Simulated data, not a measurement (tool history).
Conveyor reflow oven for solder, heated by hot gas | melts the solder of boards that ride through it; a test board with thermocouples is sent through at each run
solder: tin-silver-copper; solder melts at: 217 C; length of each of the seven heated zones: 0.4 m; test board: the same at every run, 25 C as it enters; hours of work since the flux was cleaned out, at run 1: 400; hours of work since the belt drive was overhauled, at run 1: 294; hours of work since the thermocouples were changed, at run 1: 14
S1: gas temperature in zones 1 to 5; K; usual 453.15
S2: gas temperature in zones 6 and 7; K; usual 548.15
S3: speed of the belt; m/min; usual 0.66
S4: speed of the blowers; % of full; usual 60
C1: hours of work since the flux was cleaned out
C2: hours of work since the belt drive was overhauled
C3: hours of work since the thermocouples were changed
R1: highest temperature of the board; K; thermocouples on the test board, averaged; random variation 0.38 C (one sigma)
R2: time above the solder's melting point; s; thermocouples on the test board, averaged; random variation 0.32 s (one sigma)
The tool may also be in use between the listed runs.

Run 1, hour 0: usual settings; C1 400; C2 294; C3 14. Result: R1 523.85 K, R2 54.3 s.
Run 2, hour 32.5: usual settings; C1 416; C2 310; C3 30. Result: R1 524.35 K, R2 54.4 s.
At hour 44.1: flux residue cleaned out of gas plates and filters.
Run 3, hour 66.2: usual settings; C1 11; C2 324; C3 44. Result: R1 523.75 K, R2 53 s.
Run 4, hour 95.6: usual settings; C1 25; C2 338; C3 58. Result: R1 523.45 K, R2 53 s.
Run 5, hour 120.7: usual settings; C1 37; C2 350; C3 70. Result: R1 522.45 K, R2 53.9 s.
Run 6, hour 152.7: usual settings but S3 0.553 m/min; C1 53; C2 366; C3 86. Result: R1 529.65 K, R2 69.8 s.
At hour 164.1: flux residue cleaned out of gas plates and filters, once more.
Run 7, hour 181.2: usual settings but S3 0.553 m/min; C1 8; C2 378; C3 97. Result: R1 534.55 K, R2 74.3 s.
Run 8, hour 203.2: usual settings but S2 546.15 K; C1 19; C2 388; C3 108. Result: R1 527.05 K, R2 57.6 s.
Run 9, hour 222.4: usual settings; C1 29; C2 398; C3 118. Result: R1 529.35 K, R2 58.4 s.
Run 10, hour 248.1: usual settings but S1 464.15 K; C1 41; C2 410; C3 130. Result: R1 531.25 K, R2 64.3 s.
Run 11, hour 264.8: usual settings but S1 464.15 K; C1 49; C2 419; C3 138. Result: R1 530.95 K, R2 63.8 s.
Run 12, hour 292.1: usual settings but S1 464.15 K; C1 63; C2 432; C3 152. Result: R1 531.05 K, R2 63.9 s.
Run 13, hour 323.5: usual settings but S1 464.15 K; C1 78; C2 447; C3 167. Result: R1 531.65 K, R2 63.9 s.
Run 14, hour 344.1: usual settings but S1 464.15 K; C1 88; C2 457; C3 177. Result: R1 530.15 K, R2 64 s.
Run 15, hour 367.9: usual settings but S1 464.15 K; C1 100; C2 469; C3 189. Result: R1 530.85 K, R2 63.4 s.
Run 16, hour 385.3: usual settings but S1 464.15 K; C1 108; C2 477; C3 197. Result: R1 530.85 K, R2 64 s.
Run 17, hour 404.3: usual settings but S1 464.15 K; C1 118; C2 487; C3 207. Result: R1 530.95 K, R2 63.2 s.
Run 18, hour 435.3: usual settings but S1 445.15 K; C1 133; C2 502; C3 222. Result: R1 526.95 K, R2 53.8 s.
Run 19, hour 452.8: usual settings but S2 541.15 K; C1 141; C2 510; C3 230. Result: R1 522.55 K, R2 52.8 s.
Run 20, hour 480.8: usual settings but S1 443.15 K, S2 557.15 K; C1 155; C2 524; C3 244. Result: R1 532.65 K, R2 56.9 s.
Run 21, hour 498.8: usual settings but S1 445.15 K, S2 561.15 K, S3 0.632 m/min, S4 57 % of full; C1 164; C2 533; C3 253. Result: R1 537.85 K, R2 63.2 s.
Run 22, hour 530.5: usual settings but S1 445.15 K, S2 553.15 K, S3 0.632 m/min, S4 57 % of full; C1 179; C2 548; C3 268. Result: R1 530.85 K, R2 58.8 s.
Run 23, hour 554.6: usual settings but S1 460.15 K, S2 538.15 K, S3 0.765 m/min, S4 64 % of full; C1 191; C2 560; C3 280. Result: R1 517.25 K, R2 43.8 s.
Run 24, hour 577: usual settings but S1 460.15 K, S2 538.15 K, S3 0.765 m/min, S4 64 % of full; C1 202; C2 571; C3 291. Result: R1 517.95 K, R2 43.7 s.

Run 25 comes next. What will it give?
Run 25, hour 607.9: usual settings but S1 460.15 K, S2 538.15 K, S3 0.765 m/min, S4 64 % of full; C1 217; C2 586; C3 306. Result: R1 ?, R2 ?.

Run 25 gave R1 517.15 K, R2 43.6 s.
Without the tool's hidden state the same run would have given R1 519.15 K, R2 45.5 s.
